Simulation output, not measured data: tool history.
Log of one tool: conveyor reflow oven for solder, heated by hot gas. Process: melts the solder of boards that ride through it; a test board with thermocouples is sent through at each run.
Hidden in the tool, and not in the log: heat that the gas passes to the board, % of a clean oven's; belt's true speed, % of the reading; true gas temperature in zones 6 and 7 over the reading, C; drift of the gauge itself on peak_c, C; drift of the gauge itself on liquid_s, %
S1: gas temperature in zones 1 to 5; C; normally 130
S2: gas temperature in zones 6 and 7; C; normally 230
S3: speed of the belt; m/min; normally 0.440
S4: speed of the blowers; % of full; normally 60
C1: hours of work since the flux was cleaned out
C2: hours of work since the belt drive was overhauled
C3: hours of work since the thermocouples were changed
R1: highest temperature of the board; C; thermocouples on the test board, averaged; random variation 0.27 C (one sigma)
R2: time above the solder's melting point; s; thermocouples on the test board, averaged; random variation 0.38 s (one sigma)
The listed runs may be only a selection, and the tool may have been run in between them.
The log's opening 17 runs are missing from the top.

{"run": 18, "hour": 432.1, "S1": 130, "S2": 240, "S3": 0.468, "S4": 52, "C1": 91, "C2": 363, "C3": 486, "R1": 214.9, "R2": 51.4}
{"run": 19, "hour": 459.7, "S1": 130, "S2": 230, "S3": 0.364, "S4": 76, "C1": 105, "C2": 377, "C3": 500, "R1": 220.3, "R2": 75.3}
{"run": 20, "hour": 489.6, "S1": 137, "S2": 230, "S3": 0.393, "S4": 60, "C1": 121, "C2": 393, "C3": 516, "R1": 216.2, "R2": 67.6}
{"run": 21, "hour": 517.8, "S1": 137, "S2": 242, "S3": 0.48, "S4": 65, "C1": 136, "C2": 407, "C3": 531, "R1": 220.7, "R2": 58.1}
{"run": 22, "hour": 537.1, "S1": 135, "S2": 242, "S3": 0.408, "S4": 65, "C1": 146, "C2": 417, "C3": 541, "R1": 226.0, "R2": 72.2}
{"run": 23, "hour": 558.4, "S1": 135, "S2": 242, "S3": 0.408, "S4": 65, "C1": 157, "C2": 429, "C3": 552, "R1": 225.7, "R2": 72.3}
{"run": 24, "hour": 577.0, "S1": 119, "S2": 221, "S3": 0.364, "S4": 50, "C1": 167, "C2": 438, "C3": 562, "R1": 205.4, "R2": 53.7}
{"run": 25, "hour": 601.0, "S1": 119, "S2": 221, "S3": 0.364, "S4": 50, "C1": 179, "C2": 451, "C3": 574, "R1": 205.3, "R2": 53.0}
{"run": 26, "hour": 624.2, "S1": 115, "S2": 221, "S3": 0.364, "S4": 50, "C1": 192, "C2": 463, "C3": 587, "R1": 204.6, "R2": 51.7}
{"run": 27, "hour": 659.8, "S1": 133, "S2": 230, "S3": 0.479, "S4": 50, "C1": 210, "C2": 482, "C3": 605, "R1": 205.3, "R2": 41.4}
{"run": 28, "hour": 693.0, "S1": 130, "S2": 230, "S3": 0.44, "S4": 55, "C1": 228, "C2": 499, "C3": 623, "R1": 210.2, "R2": 50.4}
{"run": 29, "hour": 717.2, "S1": 121, "S2": 230, "S3": 0.44, "S4": 55, "C1": 240, "C2": 512, "C3": 635, "R1": 207.9, "R2": 45.5}
{"hour": 726.9, "done": "flux residue cleaned out of gas plates and filters"}
{"run": 30, "hour": 752.1, "S1": 126, "S2": 239, "S3": 0.506, "S4": 60, "C1": 13, "C2": 527, "C3": 651, "R1": 212.5, "R2": 46.0}
{"run": 31, "hour": 767.4, "S1": 130, "S2": 230, "S3": 0.44, "S4": 60, "C1": 21, "C2": 535, "C3": 659, "R1": 212.1, "R2": 53.6}

Consider 3 possible next runs. They are alternatives, not a sequence: every one starts from the tool as it was left by run 31. What does each give?
{"run": "A", "hour": 788.0, "S1": 132, "S2": 233, "S3": 0.494, "S4": 60, "C1": 32, "C2": 546, "C3": 670, "R1": "?", "R2": "?"}
{"run": "B", "hour": 788.0, "S1": 117, "S2": 228, "S3": 0.44, "S4": 55, "C1": 32, "C2": 546, "C3": 670, "R1": "?", "R2": "?"}
{"run": "C", "hour": 788.0, "S1": 130, "S2": 230, "S3": 0.372, "S4": 52, "C1": 32, "C2": 546, "C3": 670, "R1": "?", "R2": "?"}

run=A R1=211.0 R2=45.8
run=B R1=206.8 R2=43.4
run=C R1=215.7 R2=68.6
With the hidden condition removed and each run's random variation left untouched, the same runs would have given:
run=A R1=208.5 R2=42.7
run=B R1=204.2 R2=39.7
run=C R1=213.0 R2=64.9

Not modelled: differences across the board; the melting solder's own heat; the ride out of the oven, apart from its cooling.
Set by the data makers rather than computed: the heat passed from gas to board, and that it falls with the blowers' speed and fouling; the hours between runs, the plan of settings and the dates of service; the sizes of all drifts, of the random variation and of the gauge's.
